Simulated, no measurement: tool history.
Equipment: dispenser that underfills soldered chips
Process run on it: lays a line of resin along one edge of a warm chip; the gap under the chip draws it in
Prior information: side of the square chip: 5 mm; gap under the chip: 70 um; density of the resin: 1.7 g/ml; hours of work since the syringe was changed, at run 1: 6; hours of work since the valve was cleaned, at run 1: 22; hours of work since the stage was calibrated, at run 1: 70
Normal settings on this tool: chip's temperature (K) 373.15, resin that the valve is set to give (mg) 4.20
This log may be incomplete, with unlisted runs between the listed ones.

| run | hour | chip's temperature (K) | resin that the valve is set to give (mg) | hours of work since the syringe was changed | hours of work since the valve was cleaned | hours of work since the stage was calibrated | time until the resin shows at the far edge (s) | resin that the valve gave (mg) |
|---|---|---|---|---|---|---|---|---|
| 1 | 0.0 | 373.15 | 4.20 | 6 | 22 | 70 | 6.31 | 4.15 |
|  | 0.9 | new syringe of resin |
| 2 | 4.5 | 373.15 | 4.20 | 3 | 25 | 73 | 5.34 | 4.13 |
| 3 | 8.8 | 373.15 | 4.20 | 5 | 28 | 76 | 6.21 | 4.11 |
|  | 9.9 | new syringe of resin |
| 4 | 11.3 | 373.15 | 4.20 | 1 | 30 | 78 | 4.97 | 4.12 |
| 5 | 13.7 | 373.15 | 4.20 | 3 | 32 | 79 | 5.50 | 4.12 |
| 6 | 17.9 | 373.15 | 3.91 | 6 | 34 | 82 | 6.41 | 3.83 |
|  | 18.9 | new syringe of resin |
| 7 | 20.4 | 373.15 | 3.91 | 1 | 36 | 84 | 5.05 | 3.85 |
| 8 | 25.0 | 373.15 | 3.91 | 4 | 39 | 87 | 5.86 | 3.80 |
|  | 28.1 | new syringe of resin |
| 9 | 28.7 | 373.15 | 3.91 | 0 | 42 | 90 | 5.10 | 3.82 |
| 10 | 30.9 | 373.15 | 3.91 | 2 | 43 | 91 | 5.43 | 3.81 |
| 11 | 33.4 | 373.15 | 4.20 | 4 | 45 | 93 | 5.89 | 4.09 |
| 12 | 35.7 | 363.15 | 4.20 | 5 | 46 | 94 | 8.41 | 4.08 |
|  | 37.2 | new syringe of resin |
| 13 | 40.4 | 373.15 | 4.20 | 2 | 50 | 97 | 5.34 | 4.07 |
| 14 | 43.0 | 373.15 | 3.71 | 4 | 51 | 99 | 5.96 | 3.62 |
| 15 | 45.8 | 373.15 | 3.71 | 6 | 53 | 101 | 6.38 | 3.61 |
|  | 46.3 | new syringe of resin |
| 16 | 48.3 | 373.15 | 4.20 | 1 | 55 | 103 | 4.94 | 4.08 |
| 17 | 50.4 | 373.15 | 4.20 | 3 | 56 | 104 | 5.61 | 4.06 |
| 18 | 54.8 | 364.15 | 4.20 | 6 | 59 | 107 | 8.19 | 4.06 |
|  | 55.4 | new syringe of resin |
| 19 | 59.6 | 373.15 | 4.99 | 3 | 62 | 110 | 5.25 | 4.80 |
| 20 | 61.7 | 360.15 | 4.69 | 4 | 64 | 112 | 8.47 | 4.50 |
|  | 64.4 | new syringe of resin |
| 21 | 65.0 | 360.15 | 4.69 | 0 | 66 | 114 | 7.43 | 4.51 |
| 22 | 68.1 | 369.15 | 4.61 | 3 | 68 | 116 | 5.99 | 4.43 |
| 23 | 70.2 | 358.15 | 4.72 | 4 | 70 | 118 | 9.40 | 4.51 |
| 24 | 72.3 | 373.15 | 5.34 | 5 | 71 | 119 | 5.92 | 5.11 |
|  | 73.5 | new syringe of resin |
| 25 | 75.9 | 373.15 | 5.34 | 2 | 73 | 121 | 4.77 | 5.09 |
| 26 | 78.2 | 376.15 | 5.22 | 3 | 75 | 123 | 4.67 | 4.99 |
| 27 | 81.0 | 376.15 | 5.22 | 5 | 77 | 125 | 5.18 | 5.02 |
|  | 82.7 | new syringe of resin |
| 28 | 85.7 | 380.15 | 5.27 | 2 | 80 | 128 | 4.09 | 5.01 |
| 29 | 89.9 | 380.15 | 4.43 | 5 | 83 | 131 | 4.86 | 4.20 |
|  | 91.9 | new syringe of resin |
| 30 | 94.4 | 358.15 | 4.12 | 2 | 86 | 134 | 8.58 | 3.92 |
| 31 | 98.6 | 358.15 | 4.12 | 5 | 89 | 137 | 9.66 | 3.92 |
|  | 101.1 | new syringe of resin |
| 32 | 102.1 | 382.15 | 4.20 | 1 | 91 | 139 | 3.59 | 3.99 |
| 33 | 104.8 | 371.15 | 4.24 | 3 | 93 | 141 | 5.65 | 4.01 |
| 34 | 109.2 | 371.15 | 4.24 | 6 | 96 | 144 | 6.38 | 3.98 |
|  | 110.2 | new syringe of resin |
| 35 | 112.4 | 371.15 | 4.24 | 2 | 98 | 146 | 5.45 | 3.99 |

Branching from run 35: 3 alternative next runs. What would each branch give?
| A | 115.9 | 386.15 | 4.67 | 4 | 100 | 148 | ? | ? |
| B | 115.9 | 369.15 | 4.75 | 4 | 100 | 148 | ? | ? |
| C | 115.9 | 358.15 | 4.20 | 4 | 100 | 148 | ? | ? |

| run | time until the resin shows at the far edge (s) | resin that the valve gave (mg) |
|---|---|---|
| A | 3.80 | 4.39 |
| B | 6.20 | 4.48 |
| C | 9.42 | 3.96 |
With no hidden state in the tool, these same runs would have given:
| run | time until the resin shows at the far edge (s) | resin that the valve gave (mg) |
|---|---|---|
| A | 3.29 | 4.66 |
| B | 5.35 | 4.75 |
| C | 8.12 | 4.20 |
